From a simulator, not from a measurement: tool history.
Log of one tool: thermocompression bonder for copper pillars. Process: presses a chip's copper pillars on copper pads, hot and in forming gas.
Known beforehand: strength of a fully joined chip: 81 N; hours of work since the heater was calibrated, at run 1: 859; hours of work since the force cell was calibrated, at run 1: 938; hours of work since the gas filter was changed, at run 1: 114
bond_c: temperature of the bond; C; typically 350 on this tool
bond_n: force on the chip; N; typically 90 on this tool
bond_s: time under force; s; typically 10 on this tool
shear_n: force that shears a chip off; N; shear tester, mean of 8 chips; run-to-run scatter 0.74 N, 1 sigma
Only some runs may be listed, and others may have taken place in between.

run	hour	bond_c	bond_n	bond_s	hours of work since the heater was calibrated	hours of work since the force cell was calibrated	hours of work since the gas filter was changed	shear_n
1	0	350	90	10	859	938	114	51.6
2	66.2	350	90	10	907	986	162	52
3	137.5	350	90	10	959	1038	213	50.3
# hour 161.3: forming gas filter changed
4	179.2	350	90	10	989	1068	13	52.1
5	258.1	350	90	10	1046	1125	70	52.5
6	299.4	350	90	10	1076	1155	100	51.5
7	367.6	338	90	10	1125	1204	149	45.3
8	421.5	338	90	10	1164	1243	188	46.2
# hour 479.5: forming gas filter changed
9	502.9	366	90	10	1222	1302	17	59.1
10	545.5	366	90	6	1253	1333	48	50.7

What does the tool deliver on the next run?
11	606.2	361	116	29	1297	1377	92	?

Logged for run 11: shear_n 77.4 N.
Minus the tool's unlogged condition, the same run would have read shear_n 80.1 N.

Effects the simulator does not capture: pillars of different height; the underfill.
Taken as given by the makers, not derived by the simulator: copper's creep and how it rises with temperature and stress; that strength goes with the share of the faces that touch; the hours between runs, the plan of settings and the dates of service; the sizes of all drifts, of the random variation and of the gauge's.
